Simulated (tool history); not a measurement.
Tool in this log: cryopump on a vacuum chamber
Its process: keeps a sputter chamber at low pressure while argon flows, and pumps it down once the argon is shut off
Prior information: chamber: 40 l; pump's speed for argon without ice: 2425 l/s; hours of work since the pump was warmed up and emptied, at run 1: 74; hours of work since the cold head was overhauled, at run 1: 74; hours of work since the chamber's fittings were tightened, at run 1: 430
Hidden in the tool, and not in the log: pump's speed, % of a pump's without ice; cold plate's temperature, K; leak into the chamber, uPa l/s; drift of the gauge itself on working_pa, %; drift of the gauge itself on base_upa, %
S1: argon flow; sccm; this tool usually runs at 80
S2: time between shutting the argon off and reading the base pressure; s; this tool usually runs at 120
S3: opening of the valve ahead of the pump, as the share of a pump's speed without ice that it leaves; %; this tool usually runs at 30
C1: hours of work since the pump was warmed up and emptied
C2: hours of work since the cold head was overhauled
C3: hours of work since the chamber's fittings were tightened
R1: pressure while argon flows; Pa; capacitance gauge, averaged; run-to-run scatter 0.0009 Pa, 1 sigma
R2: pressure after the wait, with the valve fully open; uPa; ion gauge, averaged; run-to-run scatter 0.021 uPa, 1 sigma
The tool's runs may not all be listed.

run 1 hour=0 | S1=80 S2=120 S3=30 | C1=74 C2=74 C3=430 | R1=0.1868 R2=0.36
run 2 hour=12.4 | S1=80 S2=120 S3=30 | C1=85 C2=85 C3=441 | R1=0.1874 R2=0.42
run 3 hour=25.7 | S1=80 S2=120 S3=30 | C1=97 C2=97 C3=452 | R1=0.1882 R2=0.4
run 4 hour=38.6 | S1=80 S2=120 S3=22 | C1=108 C2=108 C3=464 | R1=0.2559 R2=0.39
run 5 hour=53.1 | S1=80 S2=120 S3=30 | C1=121 C2=121 C3=476 | R1=0.1887 R2=0.39
run 6 hour=61.9 | S1=80 S2=120 S3=30 | C1=128 C2=128 C3=484 | R1=0.1877 R2=0.43
run 7 hour=77.3 | S1=80 S2=120 S3=30 | C1=142 C2=142 C3=497 | R1=0.1889 R2=0.39
run 8 hour=86.3 | S1=80 S2=120 S3=30 | C1=149 C2=149 C3=505 | R1=0.1896 R2=0.38
run 9 hour=96.1 | S1=80 S2=120 S3=30 | C1=158 C2=158 C3=514 | R1=0.1873 R2=0.37
run 10 hour=109.1 | S1=80 S2=120 S3=30 | C1=169 C2=169 C3=525 | R1=0.191 R2=0.4
run 11 hour=121.4 | S1=80 S2=120 S3=30 | C1=180 C2=180 C3=535 | R1=0.1872 R2=0.39
run 12 hour=139.4 | S1=80 S2=120 S3=30 | C1=195 C2=195 C3=551 | R1=0.1901 R2=0.41
run 13 hour=153.1 | S1=80 S2=120 S3=52 | C1=207 C2=207 C3=563 | R1=0.1111 R2=0.4
run 14 hour=164.6 | S1=80 S2=120 S3=30 | C1=217 C2=217 C3=573 | R1=0.1903 R2=0.43
run 15 hour=179.4 | S1=80 S2=120 S3=30 | C1=230 C2=230 C3=586 | R1=0.1908 R2=0.39
run 16 hour=192.1 | S1=80 S2=120 S3=30 | C1=241 C2=241 C3=597 | R1=0.1898 R2=0.43
run 17 hour=206.7 | S1=80 S2=120 S3=45 | C1=254 C2=254 C3=609 | R1=0.1297 R2=0.4
run 18 hour=216.7 | S1=80 S2=120 S3=43 | C1=263 C2=263 C3=618 | R1=0.1347 R2=0.39
run 19 hour=231.7 | S1=60 S2=53 S3=17 | C1=276 C2=276 C3=631 | R1=0.2496 R2=0.7
run 20 hour=248.1 | S1=129 S2=44 S3=23 | C1=290 C2=290 C3=645 | R1=0.4 R2=0.79
run 21 hour=264.7 | S1=127 S2=138 S3=22 | C1=304 C2=304 C3=660 | R1=0.4102 R2=0.42
run 22 hour=272.4 | S1=127 S2=138 S3=22 | C1=311 C2=311 C3=667 | R1=0.4145 R2=0.39
run 23 hour=283.9 | S1=80 S2=120 S3=24 | C1=321 C2=321 C3=677 | R1=0.2391 R2=0.41
run 24 hour=298.5 | S1=80 S2=120 S3=24 | C1=334 C2=334 C3=689 | R1=0.2399 R2=0.41
run 25 hour=308.4 | S1=80 S2=120 S3=24 | C1=342 C2=342 C3=698 | R1=0.2397 R2=0.43
run 26 hour=317.8 | S1=81 S2=24 S3=32 | C1=350 C2=350 C3=706 | R1=0.1836 R2=1.31
run 27 hour=332.3 | S1=74 S2=24 S3=37 | C1=363 C2=363 C3=719 | R1=0.1465 R2=1.26
run 28 hour=347 | S1=74 S2=24 S3=37 | C1=376 C2=376 C3=731 | R1=0.1466 R2=1.26
run 29 hour=359.2 | S1=34 S2=28 S3=47 | C1=386 C2=386 C3=742 | R1=0.0537 R2=1.14
run 30 hour=367.5 | S1=77 S2=37 S3=40 | C1=394 C2=394 C3=749 | R1=0.1417 R2=0.91

Run 31 has not been measured yet. What should we expect?
run 31 hour=383 | S1=127 S2=57 S3=30 | C1=407 C2=407 C3=763 | R1=? R2=?

R1: 0.3106 Pa
R2: 0.65 uPa
With no hidden state in the tool, this same run would have given R1 0.2962 Pa, R2 0.53 uPa.
